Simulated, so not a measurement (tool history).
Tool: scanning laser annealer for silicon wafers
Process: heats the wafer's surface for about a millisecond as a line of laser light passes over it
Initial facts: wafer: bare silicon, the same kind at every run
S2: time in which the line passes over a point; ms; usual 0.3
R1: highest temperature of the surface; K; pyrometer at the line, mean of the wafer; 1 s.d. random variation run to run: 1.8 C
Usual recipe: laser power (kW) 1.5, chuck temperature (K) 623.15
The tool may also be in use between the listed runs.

run 1 hour=0 | laser_power_(kW)=1.5 S2=0.3 chuck_temperature_(K)=623.15 | R1=1309.15
run 2 hour=36.1 | laser_power_(kW)=1.5 S2=0.3 chuck_temperature_(K)=623.15 | R1=1303.15
run 3 hour=60.9 | laser_power_(kW)=1.5 S2=0.3 chuck_temperature_(K)=623.15 | R1=1304.15
run 4 hour=104.9 | laser_power_(kW)=1.5 S2=0.3 chuck_temperature_(K)=623.15 | R1=1301.15
run 5 hour=155.1 | laser_power_(kW)=1.5 S2=0.3 chuck_temperature_(K)=623.15 | R1=1301.15
run 6 hour=180.7 | laser_power_(kW)=1.5 S2=0.376 chuck_temperature_(K)=623.15 | R1=1393.15
run 7 hour=202.5 | laser_power_(kW)=1.5 S2=0.376 chuck_temperature_(K)=623.15 | R1=1390.15
run 8 hour=228.7 | laser_power_(kW)=1.5 S2=0.376 chuck_temperature_(K)=623.15 | R1=1386.15
-- hour=234 window over the wafer cleaned
run 9 hour=254.8 | laser_power_(kW)=1.5 S2=0.3 chuck_temperature_(K)=623.15 | R1=1336.15
run 10 hour=290.7 | laser_power_(kW)=1.5 S2=0.3 chuck_temperature_(K)=623.15 | R1=1339.15
run 11 hour=332.1 | laser_power_(kW)=1.5 S2=0.3 chuck_temperature_(K)=623.15 | R1=1336.15
run 12 hour=364 | laser_power_(kW)=1.5 S2=0.3 chuck_temperature_(K)=623.15 | R1=1336.15
run 13 hour=398.8 | laser_power_(kW)=1.5 S2=0.3 chuck_temperature_(K)=623.15 | R1=1331.15
run 14 hour=450.8 | laser_power_(kW)=1.5 S2=0.3 chuck_temperature_(K)=623.15 | R1=1331.15
run 15 hour=484.4 | laser_power_(kW)=1.5 S2=0.3 chuck_temperature_(K)=623.15 | R1=1329.15
run 16 hour=525 | laser_power_(kW)=1.5 S2=0.3 chuck_temperature_(K)=623.15 | R1=1327.15
run 17 hour=575.3 | laser_power_(kW)=1.5 S2=0.3 chuck_temperature_(K)=623.15 | R1=1328.15
-- hour=584.2 optics aligned, line set to its width
run 18 hour=603.3 | laser_power_(kW)=1.627 S2=0.3 chuck_temperature_(K)=623.15 | R1=1377.15
run 19 hour=649.1 | laser_power_(kW)=1.5 S2=0.3 chuck_temperature_(K)=629.15 | R1=1322.15
run 20 hour=675.5 | laser_power_(kW)=1.5 S2=0.3 chuck_temperature_(K)=622.15 | R1=1314.15
run 21 hour=727.7 | laser_power_(kW)=1.581 S2=0.221 chuck_temperature_(K)=594.15 | R1=1202.15
-- hour=744.9 optics aligned, line set to its width, once more
run 22 hour=768.6 | laser_power_(kW)=1.581 S2=0.221 chuck_temperature_(K)=594.15 | R1=1222.15
run 23 hour=807.7 | laser_power_(kW)=1.526 S2=0.361 chuck_temperature_(K)=594.15 | R1=1394.15
run 24 hour=841.1 | laser_power_(kW)=1.543 S2=0.27 chuck_temperature_(K)=623.15 | R1=1310.15
run 25 hour=879.5 | laser_power_(kW)=1.543 S2=0.27 chuck_temperature_(K)=623.15 | R1=1310.15
run 26 hour=922.6 | laser_power_(kW)=1.491 S2=0.3 chuck_temperature_(K)=592.15 | R1=1289.15
run 27 hour=968.4 | laser_power_(kW)=1.632 S2=0.254 chuck_temperature_(K)=641.15 | R1=1335.15
run 28 hour=1017.9 | laser_power_(kW)=1.632 S2=0.254 chuck_temperature_(K)=641.15 | R1=1334.15

Estimate the outcome of run 29 from the log above:
run 29 hour=1044 | laser_power_(kW)=1.632 S2=0.254 chuck_temperature_(K)=600.15 | R1=?

{"run 29": {"R1": 1291.15}}
Without the tool's hidden state the same run would have given R1 1320.15 K.
